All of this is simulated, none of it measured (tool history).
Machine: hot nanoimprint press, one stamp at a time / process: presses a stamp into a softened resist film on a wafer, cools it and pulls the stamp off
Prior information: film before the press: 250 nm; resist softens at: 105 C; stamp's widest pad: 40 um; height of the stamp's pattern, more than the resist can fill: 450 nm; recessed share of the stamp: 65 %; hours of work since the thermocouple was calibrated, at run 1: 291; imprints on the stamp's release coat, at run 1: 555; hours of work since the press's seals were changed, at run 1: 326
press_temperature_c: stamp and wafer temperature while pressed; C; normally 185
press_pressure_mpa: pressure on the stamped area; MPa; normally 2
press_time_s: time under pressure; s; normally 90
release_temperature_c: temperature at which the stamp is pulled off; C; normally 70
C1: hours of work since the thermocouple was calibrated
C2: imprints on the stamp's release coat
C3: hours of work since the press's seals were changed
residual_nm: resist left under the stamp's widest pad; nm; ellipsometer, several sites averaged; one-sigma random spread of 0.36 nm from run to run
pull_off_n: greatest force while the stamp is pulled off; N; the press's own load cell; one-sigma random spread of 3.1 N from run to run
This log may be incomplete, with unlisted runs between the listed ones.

Run 1, hour 0: usual settings; C1 291; C2 555; C3 326. Result: residual_nm 117.7 nm, pull_off_n 175 N.
Run 2, hour 8.9: usual settings; C1 297; C2 575; C3 332. Result: residual_nm 118.4 nm, pull_off_n 175 N.
Run 3, hour 26: usual settings; C1 308; C2 613; C3 343. Result: residual_nm 118.2 nm, pull_off_n 176 N.
Run 4, hour 36.7: usual settings; C1 315; C2 637; C3 350. Result: residual_nm 118.2 nm, pull_off_n 178 N.
Run 5, hour 54.1: usual settings; C1 327; C2 676; C3 361. Result: residual_nm 119.1 nm, pull_off_n 169 N.
Run 6, hour 64.9: usual settings but release_temperature_c 63 C; C1 334; C2 700; C3 368. Result: residual_nm 118.4 nm, pull_off_n 217 N.
Run 7, hour 82.5: usual settings but press_time_s 122 s; C1 345; C2 740; C3 380. Result: residual_nm 106.5 nm, pull_off_n 184 N.
Run 8, hour 95.2: usual settings but press_temperature_c 175 C; C1 353; C2 769; C3 388. Result: residual_nm 170.2 nm, pull_off_n 179 N.
Run 9, hour 105.6: usual settings but press_temperature_c 175 C; C1 360; C2 792; C3 394. Result: residual_nm 169.4 nm, pull_off_n 177 N.
Run 10, hour 116.9: usual settings but press_temperature_c 189 C, press_pressure_mpa 1.99 MPa, press_time_s 163 s, release_temperature_c 64 C; C1 367; C2 817; C3 402. Result: residual_nm 82.3 nm, pull_off_n 212 N.
Run 11, hour 128.7: usual settings but press_temperature_c 189 C, press_pressure_mpa 1.99 MPa, press_time_s 163 s, release_temperature_c 64 C; C1 375; C2 844; C3 410. Result: residual_nm 81.9 nm, pull_off_n 224 N.
Run 12, hour 145.2: usual settings but press_temperature_c 189 C, press_pressure_mpa 1.99 MPa, press_time_s 163 s, release_temperature_c 64 C; C1 386; C2 881; C3 420. Result: residual_nm 82.3 nm, pull_off_n 225 N.
Run 13, hour 158.9: usual settings but press_temperature_c 189 C, press_pressure_mpa 1.99 MPa, press_time_s 163 s, release_temperature_c 64 C; C1 395; C2 912; C3 429. Result: residual_nm 82.1 nm, pull_off_n 225 N.
Run 14, hour 167.9: usual settings but press_temperature_c 189 C, press_pressure_mpa 1.99 MPa, press_time_s 163 s, release_temperature_c 64 C; C1 400; C2 932; C3 435. Result: residual_nm 82.4 nm, pull_off_n 226 N.
Run 15, hour 183.2: usual settings but press_pressure_mpa 1.5 MPa, press_time_s 80 s; C1 410; C2 966; C3 445. Result: residual_nm 141.1 nm, pull_off_n 196 N.

Predict the results of run 16:
Run 16, hour 197.6: usual settings but press_temperature_c 196 C, press_pressure_mpa 1.96 MPa, press_time_s 119 s; C1 420; C2 999; C3 454. Result: residual_nm ?, pull_off_n ?.

Run 16 yielded residual_nm 72.2 nm, pull_off_n 190 N.
Take away the tool's hidden state, keep the run-to-run variation as it was, and the same run would have given residual_nm 68.3 nm, pull_off_n 142 N.
